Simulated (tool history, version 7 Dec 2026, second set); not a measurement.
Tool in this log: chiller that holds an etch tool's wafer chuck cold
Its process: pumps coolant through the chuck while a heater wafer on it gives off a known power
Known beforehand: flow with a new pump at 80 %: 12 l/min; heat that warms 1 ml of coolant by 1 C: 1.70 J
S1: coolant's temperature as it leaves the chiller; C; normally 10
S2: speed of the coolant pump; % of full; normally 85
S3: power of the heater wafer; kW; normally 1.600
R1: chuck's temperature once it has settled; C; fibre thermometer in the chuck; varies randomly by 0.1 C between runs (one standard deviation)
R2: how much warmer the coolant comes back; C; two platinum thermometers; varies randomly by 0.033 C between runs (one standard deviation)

| run | day | S1 | S2 | S3 | R1 | R2 |
|---|---|---|---|---|---|---|
| 1 | 0.000 | 10 | 85 | 1.600 | 20.2 | 4.46 |
| 2 | 0.771 | 10 | 85 | 1.600 | 20.3 | 4.44 |
| 3 | 2.146 | 10 | 85 | 1.600 | 20.2 | 4.38 |
| 4 | 3.033 | 10 | 85 | 1.600 | 20.2 | 4.44 |
| 5 | 4.004 | 10 | 85 | 1.600 | 20.3 | 4.44 |
| 6 | 5.500 | 10 | 85 | 1.600 | 20.4 | 4.50 |
| 7 | 6.892 | 10 | 85 | 1.600 | 20.3 | 4.37 |
| 8 | 8.396 | 10 | 85 | 0.917 | 16.0 | 2.59 |
|  | 8.750 | coolant pump overhauled |
| 9 | 9.533 | 10 | 85 | 0.917 | 16.1 | 2.49 |

Predict the results of run 10:
| 10 | 11.021 | 6 | 73 | 0.917 | ? | ? |

Logged for run 10: R1 12.5 C, R2 3.07 C.
If the tool had no hidden condition, the same run with the same run-to-run variation would have returned R1 12.1 C, R2 3.03 C.
